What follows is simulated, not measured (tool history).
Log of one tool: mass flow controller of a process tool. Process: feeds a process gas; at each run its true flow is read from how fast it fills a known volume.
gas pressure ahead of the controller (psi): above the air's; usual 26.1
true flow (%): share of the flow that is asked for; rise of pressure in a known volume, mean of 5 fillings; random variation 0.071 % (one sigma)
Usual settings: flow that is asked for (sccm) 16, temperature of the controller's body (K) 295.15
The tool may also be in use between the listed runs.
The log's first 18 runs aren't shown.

run	day	flow that is asked for (sccm)	gas pressure ahead of the controller (psi)	temperature of the controller's body (K)	true flow (%)
19	235.288	16	26.1	295.15	102.5
20	243.525	4	26.1	295.15	102.63
# day 246.558: controller exchanged for a calibrated one
21	262.725	4	26.1	295.15	99.74
22	281.217	7	26.4	313.15	98.13
23	296.038	3	22.9	309.15	99.5
24	306.704	3	36.7	305.15	100.07
25	320.5	5	26.7	307.15	99.61
26	328.854	4	23.5	308.15	100.37
27	342.1	12	22.6	296.15	101
28	354.083	8	34.8	296.15	101.1
29	367.992	16	26.1	296.15	101.3
30	376.271	4	38.4	296.15	102.68
31	390.971	4	27.1	308.15	101.97
32	407.267	5	27.1	304.15	102.29
33	418.771	2	26.1	295.15	108.61
34	428.454	16	24.2	295.15	102.19
35	441.892	9	38.3	313.15	100.45
36	454.233	8	36.4	303.15	101.98
37	468.662	16	26.1	312.15	100.57
38	477.933	16	26.1	298.15	102.36
39	492.417	15	26.1	308.15	101.26
40	504.917	18	26.1	294.15	103.01
# day 518.412: controller's zero set anew
41	521.421	7	23.1	310.15	99.24
42	538.129	7	35.2	294.15	101.06

4 ways to go on from here, each from the tool as it stands after run 42. What would each give?
A	550.208	13	26.1	295.15	?
B	550.208	3	35.2	294.15	?
C	550.208	13	23.5	294.15	?
D	550.208	16	38	295.15	?

run	true flow (%)
A	101.49
B	101.78
C	101.85
D	101.56
Without the tool's hidden state the same runs would have given:
run	true flow (%)
A	99.75
B	99.12
C	100.1
D	99.87
